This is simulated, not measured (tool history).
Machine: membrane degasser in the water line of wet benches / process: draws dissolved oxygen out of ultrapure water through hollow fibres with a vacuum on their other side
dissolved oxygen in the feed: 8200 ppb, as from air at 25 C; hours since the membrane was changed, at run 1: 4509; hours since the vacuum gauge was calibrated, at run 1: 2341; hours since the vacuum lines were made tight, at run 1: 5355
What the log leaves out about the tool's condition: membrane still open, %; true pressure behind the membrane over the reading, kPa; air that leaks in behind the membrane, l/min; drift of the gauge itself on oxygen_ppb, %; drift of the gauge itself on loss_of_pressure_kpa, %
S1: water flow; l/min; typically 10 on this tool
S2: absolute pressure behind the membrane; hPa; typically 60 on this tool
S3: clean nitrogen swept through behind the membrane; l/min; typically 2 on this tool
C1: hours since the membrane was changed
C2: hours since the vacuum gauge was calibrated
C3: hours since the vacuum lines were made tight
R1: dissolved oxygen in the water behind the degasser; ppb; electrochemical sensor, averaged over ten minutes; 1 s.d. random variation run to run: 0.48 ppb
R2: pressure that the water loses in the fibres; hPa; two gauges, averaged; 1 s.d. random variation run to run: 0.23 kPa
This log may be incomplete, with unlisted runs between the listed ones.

run 1 hour=0 | S1=10 S2=60 S3=2 | C1=4509 C2=2341 C3=5355 | R1=52.7 R2=661.7
run 2 hour=183.4 | S1=10 S2=60 S3=2 | C1=4692 C2=2524 C3=5538 | R1=52.6 R2=664.1
run 3 hour=340.9 | S1=10 S2=60 S3=2 | C1=4850 C2=2682 C3=5696 | R1=51.8 R2=663.5
run 4 hour=533.6 | S1=10 S2=60 S3=2 | C1=5042 C2=2874 C3=5889 | R1=52.2 R2=664.2
run 5 hour=722.1 | S1=10 S2=60 S3=2 | C1=5231 C2=3063 C3=6077 | R1=52 R2=664.4
run 6 hour=817.7 | S1=10 S2=60 S3=2 | C1=5326 C2=3159 C3=6173 | R1=51.6 R2=666.3
run 7 hour=978.2 | S1=10 S2=60 S3=2 | C1=5487 C2=3319 C3=6333 | R1=52.9 R2=660.5
run 8 hour=1082 | S1=10 S2=60 S3=2 | C1=5591 C2=3423 C3=6437 | R1=51.7 R2=664.5
run 9 hour=1251.7 | S1=10 S2=60 S3=1.13 | C1=5760 C2=3593 C3=6607 | R1=75.7 R2=667.6
run 10 hour=1403.5 | S1=10 S2=60 S3=2 | C1=5912 C2=3744 C3=6758 | R1=51.5 R2=663.1
run 11 hour=1582.8 | S1=10 S2=60 S3=2 | C1=6092 C2=3924 C3=6938 | R1=51.7 R2=664.3
run 12 hour=1719.9 | S1=10 S2=60 S3=2 | C1=6229 C2=4061 C3=7075 | R1=52.2 R2=663.4
-- hour=1793.2 vacuum gauge calibrated
run 13 hour=1843.6 | S1=10 S2=60 S3=2.67 | C1=6352 C2=50 C3=7198 | R1=43.8 R2=666
run 14 hour=1963.2 | S1=10 S2=60 S3=2.67 | C1=6471 C2=170 C3=7318 | R1=44.7 R2=664.9
run 15 hour=2091.3 | S1=10 S2=60 S3=3.79 | C1=6600 C2=298 C3=7446 | R1=36.7 R2=668.9
run 16 hour=2184.6 | S1=12 S2=60 S3=0.91 | C1=6693 C2=391 C3=7539 | R1=111.8 R2=798.8
run 17 hour=2366.1 | S1=13 S2=53.2 S3=2 | C1=6874 C2=573 C3=7720 | R1=65.8 R2=865.9
run 18 hour=2473.6 | S1=11 S2=122.8 S3=2.54 | C1=6982 C2=680 C3=7828 | R1=116.9 R2=734.7
run 19 hour=2580.2 | S1=11 S2=122.8 S3=2.54 | C1=7088 C2=787 C3=7935 | R1=116.5 R2=733.4
run 20 hour=2769.3 | S1=10 S2=43.4 S3=1.7 | C1=7278 C2=976 C3=8124 | R1=34.8 R2=669.5

Run 21, settings as shown, results not yet in. Your forecast:
run 21 hour=2919.6 | S1=10 S2=43.4 S3=1.7 | C1=7428 C2=1126 C3=8274 | R1=? R2=?

R1: 34.3 ppb
R2: 668.6 hPa
Were there no unlogged condition in the tool, this run, its random variation unchanged, would have produced R1 34.3 ppb, R2 661.6 hPa.
